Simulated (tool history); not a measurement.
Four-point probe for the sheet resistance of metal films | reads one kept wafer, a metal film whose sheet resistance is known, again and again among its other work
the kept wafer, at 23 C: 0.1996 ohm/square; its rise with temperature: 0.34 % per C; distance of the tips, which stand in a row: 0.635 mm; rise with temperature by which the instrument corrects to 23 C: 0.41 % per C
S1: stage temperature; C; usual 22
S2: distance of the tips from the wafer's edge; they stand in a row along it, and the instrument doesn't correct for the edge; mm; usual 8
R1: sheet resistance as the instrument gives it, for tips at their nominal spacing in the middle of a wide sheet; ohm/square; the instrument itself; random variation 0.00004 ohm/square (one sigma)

| run | hour | S1 | S2 | R1 |
|---|---|---|---|---|
| 1 | 0 | 22 | 8 | 0.200413 |
| 2 | 25.7 | 22 | 8 | 0.200362 |
| 3 | 44.9 | 22 | 8 | 0.200401 |
| 4 | 63.4 | 22 | 8 | 0.200391 |
| 5 | 77.5 | 22 | 8 | 0.200428 |
| 6 | 107.4 | 22 | 8 | 0.2004 |
| 7 | 120.7 | 22 | 7 | 0.20071 |
| 8 | 141.5 | 22 | 8 | 0.200414 |
| 9 | 154.9 | 22 | 8 | 0.200434 |
| 10 | 169.2 | 22 | 37 | 0.199721 |
| 11 | 193.3 | 22 | 37 | 0.199727 |
| 12 | 209.5 | 22 | 37 | 0.199676 |
| 13 | 234.1 | 22 | 22 | 0.199762 |
| 14 | 265.2 | 20 | 8 | 0.200616 |
| 15 | 278.6 | 22 | 8 | 0.200331 |
| 16 | 306.3 | 22 | 8 | 0.200415 |
| 17 | 336.3 | 22 | 8 | 0.200485 |
| 18 | 353.4 | 22 | 8 | 0.200426 |
| 19 | 376 | 22 | 8 | 0.200438 |
| 20 | 391.3 | 22 | 8 | 0.200458 |
| 21 | 423.3 | 31 | 21 | 0.198682 |
| 22 | 443.8 | 31 | 21 | 0.198738 |
| 23 | 466.7 | 29 | 11 | 0.199299 |
| 24 | 494.5 | 20 | 32 | 0.200051 |
| 25 | 519.8 | 21 | 16 | 0.200048 |
| 26 | 540.9 | 21 | 16 | 0.200013 |
| 27 | 569 | 21 | 35 | 0.199923 |
| 28 | 590.8 | 33 | 9 | 0.198835 |
| 29 | 618.8 | 22 | 4 | 0.202471 |
| 30 | 648.4 | 34 | 22 | 0.198401 |
| 31 | 679.6 | 29 | 53 | 0.198835 |
| 32 | 697.8 | 29 | 53 | 0.198913 |
| 33 | 718.7 | 29 | 53 | 0.198887 |
| 34 | 732 | 34 | 8 | 0.198968 |
| 35 | 762.5 | 34 | 8 | 0.198958 |
| 36 | 794.2 | 31 | 6 | 0.199808 |
| 37 | 826.4 | 31 | 9 | 0.199144 |
| 38 | 840.3 | 24 | 34 | 0.19942 |
| 39 | 863.8 | 24 | 34 | 0.199527 |

5 ways to go on from here, each from the tool as it stands after run 39. What would each give?
| A | 878.7 | 25 | 55 | ? |
| B | 878.7 | 25 | 12 | ? |
| C | 878.7 | 31 | 3 | ? |
| D | 878.7 | 22 | 10 | ? |
| E | 878.7 | 22 | 6 | ? |

| run | R1 |
|---|---|
| A | 0.199328 |
| B | 0.199564 |
| C | 0.203225 |
| D | 0.200099 |
| E | 0.200859 |
Without the tool's hidden state the same runs would have given:
| run | R1 |
|---|---|
| A | 0.199317 |
| B | 0.199553 |
| C | 0.203214 |
| D | 0.200087 |
| E | 0.200848 |
